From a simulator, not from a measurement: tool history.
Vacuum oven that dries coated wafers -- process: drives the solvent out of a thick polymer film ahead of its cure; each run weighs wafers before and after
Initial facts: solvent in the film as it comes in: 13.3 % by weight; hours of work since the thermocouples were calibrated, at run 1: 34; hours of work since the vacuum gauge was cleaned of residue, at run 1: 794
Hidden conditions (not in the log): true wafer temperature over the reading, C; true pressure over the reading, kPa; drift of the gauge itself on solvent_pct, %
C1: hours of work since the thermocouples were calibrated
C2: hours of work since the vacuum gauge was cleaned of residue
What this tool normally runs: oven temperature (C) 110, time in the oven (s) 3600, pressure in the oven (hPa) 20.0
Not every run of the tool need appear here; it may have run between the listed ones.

{"run": 1, "hour": 0.0, "oven temperature (C)": 110, "time in the oven (s)": 3600, "pressure in the oven (hPa)": 20.0, "C1": 34, "C2": 794, "solvent left in the film (%)": 3.44}
{"run": 2, "hour": 103.8, "oven temperature (C)": 123, "time in the oven (s)": 3600, "pressure in the oven (hPa)": 20.0, "C1": 116, "C2": 876, "solvent left in the film (%)": 1.6}
{"run": 3, "hour": 211.6, "oven temperature (C)": 110, "time in the oven (s)": 3600, "pressure in the oven (hPa)": 27.9, "C1": 201, "C2": 961, "solvent left in the film (%)": 3.59}
{"run": 4, "hour": 273.1, "oven temperature (C)": 120, "time in the oven (s)": 3600, "pressure in the oven (hPa)": 27.9, "C1": 249, "C2": 1009, "solvent left in the film (%)": 2.13}
{"run": 5, "hour": 379.4, "oven temperature (C)": 120, "time in the oven (s)": 3600, "pressure in the oven (hPa)": 27.9, "C1": 333, "C2": 1093, "solvent left in the film (%)": 2.09}
{"run": 6, "hour": 483.9, "oven temperature (C)": 125, "time in the oven (s)": 3600, "pressure in the oven (hPa)": 20.0, "C1": 416, "C2": 1176, "solvent left in the film (%)": 1.35}
{"run": 7, "hour": 546.4, "oven temperature (C)": 125, "time in the oven (s)": 3600, "pressure in the oven (hPa)": 25.0, "C1": 465, "C2": 1225, "solvent left in the film (%)": 1.47}
{"run": 8, "hour": 612.8, "oven temperature (C)": 125, "time in the oven (s)": 3600, "pressure in the oven (hPa)": 25.0, "C1": 517, "C2": 1277, "solvent left in the film (%)": 1.46}
{"run": 9, "hour": 701.0, "oven temperature (C)": 125, "time in the oven (s)": 3600, "pressure in the oven (hPa)": 25.0, "C1": 587, "C2": 1347, "solvent left in the film (%)": 1.48}
{"run": 10, "hour": 763.6, "oven temperature (C)": 110, "time in the oven (s)": 3600, "pressure in the oven (hPa)": 20.0, "C1": 636, "C2": 1396, "solvent left in the film (%)": 3.37}
{"run": 11, "hour": 852.6, "oven temperature (C)": 110, "time in the oven (s)": 3600, "pressure in the oven (hPa)": 20.0, "C1": 706, "C2": 1466, "solvent left in the film (%)": 3.34}
{"run": 12, "hour": 896.9, "oven temperature (C)": 110, "time in the oven (s)": 3600, "pressure in the oven (hPa)": 28.0, "C1": 741, "C2": 1501, "solvent left in the film (%)": 3.53}
{"run": 13, "hour": 958.3, "oven temperature (C)": 110, "time in the oven (s)": 3600, "pressure in the oven (hPa)": 20.0, "C1": 789, "C2": 1549, "solvent left in the film (%)": 3.33}
{"run": 14, "hour": 1020.5, "oven temperature (C)": 110, "time in the oven (s)": 3600, "pressure in the oven (hPa)": 20.0, "C1": 838, "C2": 1598, "solvent left in the film (%)": 3.31}
{"hour": 1027.2, "done": "oven's thermocouples calibrated"}
{"run": 15, "hour": 1132.8, "oven temperature (C)": 99, "time in the oven (s)": 5880, "pressure in the oven (hPa)": 21.9, "C1": 83, "C2": 1685, "solvent left in the film (%)": 3.46}
{"run": 16, "hour": 1218.7, "oven temperature (C)": 104, "time in the oven (s)": 2640, "pressure in the oven (hPa)": 21.9, "C1": 151, "C2": 1753, "solvent left in the film (%)": 5.39}
{"run": 17, "hour": 1283.4, "oven temperature (C)": 113, "time in the oven (s)": 2040, "pressure in the oven (hPa)": 48.1, "C1": 202, "C2": 1804, "solvent left in the film (%)": 5.36}
{"run": 18, "hour": 1348.2, "oven temperature (C)": 96, "time in the oven (s)": 5520, "pressure in the oven (hPa)": 29.5, "C1": 253, "C2": 1855, "solvent left in the film (%)": 4.51}
{"hour": 1392.0, "done": "oven's thermocouples calibrated, once more"}
{"run": 19, "hour": 1428.4, "oven temperature (C)": 110, "time in the oven (s)": 3600, "pressure in the oven (hPa)": 26.7, "C1": 29, "C2": 1916, "solvent left in the film (%)": 3.64}
{"run": 20, "hour": 1492.2, "oven temperature (C)": 110, "time in the oven (s)": 5400, "pressure in the oven (hPa)": 26.7, "C1": 79, "C2": 1967, "solvent left in the film (%)": 2.41}
{"run": 21, "hour": 1587.4, "oven temperature (C)": 110, "time in the oven (s)": 5400, "pressure in the oven (hPa)": 26.7, "C1": 154, "C2": 2042, "solvent left in the film (%)": 2.39}
{"run": 22, "hour": 1659.5, "oven temperature (C)": 110, "time in the oven (s)": 4980, "pressure in the oven (hPa)": 43.8, "C1": 211, "C2": 2099, "solvent left in the film (%)": 3.11}
{"run": 23, "hour": 1754.1, "oven temperature (C)": 104, "time in the oven (s)": 4560, "pressure in the oven (hPa)": 20.0, "C1": 285, "C2": 2173, "solvent left in the film (%)": 3.64}
{"run": 24, "hour": 1809.0, "oven temperature (C)": 110, "time in the oven (s)": 2880, "pressure in the oven (hPa)": 20.0, "C1": 329, "C2": 2216, "solvent left in the film (%)": 4.23}
{"run": 25, "hour": 1909.0, "oven temperature (C)": 118, "time in the oven (s)": 2880, "pressure in the oven (hPa)": 66.7, "C1": 407, "C2": 2295, "solvent left in the film (%)": 3.9}
{"hour": 1962.5, "done": "vacuum gauge cleaned of residue and calibrated"}
{"run": 26, "hour": 1999.7, "oven temperature (C)": 118, "time in the oven (s)": 2880, "pressure in the oven (hPa)": 66.7, "C1": 478, "C2": 29, "solvent left in the film (%)": 3.79}
{"run": 27, "hour": 2050.0, "oven temperature (C)": 118, "time in the oven (s)": 2880, "pressure in the oven (hPa)": 66.7, "C1": 517, "C2": 69, "solvent left in the film (%)": 3.8}
{"run": 28, "hour": 2100.0, "oven temperature (C)": 118, "time in the oven (s)": 2880, "pressure in the oven (hPa)": 66.7, "C1": 557, "C2": 108, "solvent left in the film (%)": 3.83}

5 options for the next run, each taken on its own from the tool as it stands now. Forecast them:
{"run": "A", "hour": 2176.6, "oven temperature (C)": 110, "time in the oven (s)": 5700, "pressure in the oven (hPa)": 66.7, "C1": 617, "C2": 169, "solvent left in the film (%)": "?"}
{"run": "B", "hour": 2176.6, "oven temperature (C)": 100, "time in the oven (s)": 5160, "pressure in the oven (hPa)": 37.5, "C1": 617, "C2": 169, "solvent left in the film (%)": "?"}
{"run": "C", "hour": 2176.6, "oven temperature (C)": 120, "time in the oven (s)": 2880, "pressure in the oven (hPa)": 66.7, "C1": 617, "C2": 169, "solvent left in the film (%)": "?"}
{"run": "D", "hour": 2176.6, "oven temperature (C)": 112, "time in the oven (s)": 2040, "pressure in the oven (hPa)": 66.7, "C1": 617, "C2": 169, "solvent left in the film (%)": "?"}
{"run": "E", "hour": 2176.6, "oven temperature (C)": 110, "time in the oven (s)": 3600, "pressure in the oven (hPa)": 27.2, "C1": 617, "C2": 169, "solvent left in the film (%)": "?"}

run=A solvent_left_in_the_film_(%)=3.27
run=B solvent_left_in_the_film_(%)=4.34
run=C solvent_left_in_the_film_(%)=3.52
run=D solvent_left_in_the_film_(%)=6.03
run=E solvent_left_in_the_film_(%)=3.46
Stripped of hidden state, with their random variation kept, the same runs would have yielded:
run=A solvent_left_in_the_film_(%)=3.33
run=B solvent_left_in_the_film_(%)=4.42
run=C solvent_left_in_the_film_(%)=3.59
run=D solvent_left_in_the_film_(%)=6.11
run=E solvent_left_in_the_film_(%)=3.54
